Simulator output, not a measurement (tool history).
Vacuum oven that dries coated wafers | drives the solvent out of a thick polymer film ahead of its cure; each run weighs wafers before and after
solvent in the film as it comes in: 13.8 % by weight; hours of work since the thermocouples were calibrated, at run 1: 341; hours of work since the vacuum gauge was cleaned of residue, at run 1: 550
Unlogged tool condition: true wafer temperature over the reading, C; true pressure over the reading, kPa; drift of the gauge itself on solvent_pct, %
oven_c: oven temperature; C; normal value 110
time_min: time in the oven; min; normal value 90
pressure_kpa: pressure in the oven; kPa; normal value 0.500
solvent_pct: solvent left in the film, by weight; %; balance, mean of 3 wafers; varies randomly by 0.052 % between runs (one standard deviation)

run    hour  oven_c  time_min  pressure_kpa  hours of work since the thermocouples were calibrated  hours of work since the vacuum gauge was cleaned of residue  solvent_pct
  1     0.0     110        90         0.500                                                    341                                                          550         1.66
  2    35.5     110        90         0.500                                                    356                                                          564         1.56
  3    85.9     110        90         0.500                                                    376                                                          585         1.57
  4   138.0     113        90         0.500                                                    398                                                          606         1.21
  5   163.3     110        45         0.500                                                    408                                                          617         3.65
  6   189.7     110        45         0.500                                                    419                                                          628         3.62
  7   232.5     110        45         0.500                                                    437                                                          645         3.82
  8   272.4     110        45         0.500                                                    453                                                          662         3.90
  9   304.0     110        90         0.500                                                    466                                                          675         1.68
 10   342.6     113        90         0.500                                                    482                                                          690         1.25
 11   368.3     113        90         0.500                                                    492                                                          701         1.29
 12   403.6     113        90         0.500                                                    507                                                          715         1.30
 13   446.8     113        46         0.500                                                    524                                                          733         2.96
 14   487.4     113        46         0.500                                                    541                                                          750         2.95
 15   539.9     110        90         1.863                                                    563                                                          771         3.18
 16   578.3     110        90         1.863                                                    578                                                          787         3.03
 17   611.4     110        90         1.863                                                    592                                                          801         3.06
 18   658.5     119        90         1.863                                                    611                                                          820         1.77
 19   695.2     119        90         1.863                                                    626                                                          835         1.89
 20   744.7     119        90         1.863                                                    647                                                          855         1.93
 21   793.2     110        75         0.500                                                    667                                                          875         2.09
 22   823.7     110        75         0.500                                                    679                                                          888         2.19
 23   851.3     110        75         0.500                                                    690                                                          899         2.19
 24   892.6      97       150         0.416                                                    707                                                          916         2.85
 25   918.7      97       150         0.416                                                    718                                                          927         2.87
 26   960.4     113       150         0.605                                                    735                                                          944         1.06
 27  1013.3     123       131         1.260                                                    757                                                          965         1.11
 28  1063.3     119        50         0.296                                                    777                                                          986         1.48
 29  1104.6     107        50         0.566                                                    794                                                         1003         4.38
 30  1147.0     114        84         0.928                                                    812                                                         1020         1.70
 31  1181.6      99        90         1.182                                                    826                                                         1034         5.07
     1204.3  -- oven's thermocouples calibrated
 32  1230.3     110        90         1.227                                                     11                                                         1054         2.53
 33  1263.6     118        90         0.437                                                     24                                                         1067         0.87
 34  1298.1     111        90         1.728                                                     38                                                         1081         2.88
 35  1341.7     111        90         1.728                                                     56                                                         1099         2.87
 36  1391.7     111        90         1.728                                                     77                                                         1120         2.91
 37  1423.8     111        90         1.728                                                     90                                                         1133         2.90
 38  1476.2     111        90         1.728                                                    111                                                         1154         2.86
 39  1508.8     111        90         1.728                                                    125                                                         1168         2.85
 40  1544.2     105        95         0.658                                                    139                                                         1182         2.86
 41  1593.7     102       111         0.843                                                    160                                                         1203         3.26
 42  1635.4     102       111         0.843                                                    177                                                         1220         3.28
 43  1660.6     102       111         0.843                                                    187                                                         1230         3.37
 44  1696.2     111        67         1.327                                                    202                                                         1245         3.27
 45  1740.4     111        67         1.327                                                    220                                                         1263         3.16
 46  1775.8     109        90         0.672                                                    234                                                         1277         2.16

How the hidden state differs across the entries between the runs, from the last listed run before each to the first after it:
After run 31, before run 32: oven's thermocouples calibrated (hour 1204.3)
  true wafer temperature over the reading, C: -0.49 -> -0.26; true pressure over the reading, kPa: 0.37 -> 0.377
  measured value less the no-hidden-state value, solvent_pct: +0.60 -> +0.43 %

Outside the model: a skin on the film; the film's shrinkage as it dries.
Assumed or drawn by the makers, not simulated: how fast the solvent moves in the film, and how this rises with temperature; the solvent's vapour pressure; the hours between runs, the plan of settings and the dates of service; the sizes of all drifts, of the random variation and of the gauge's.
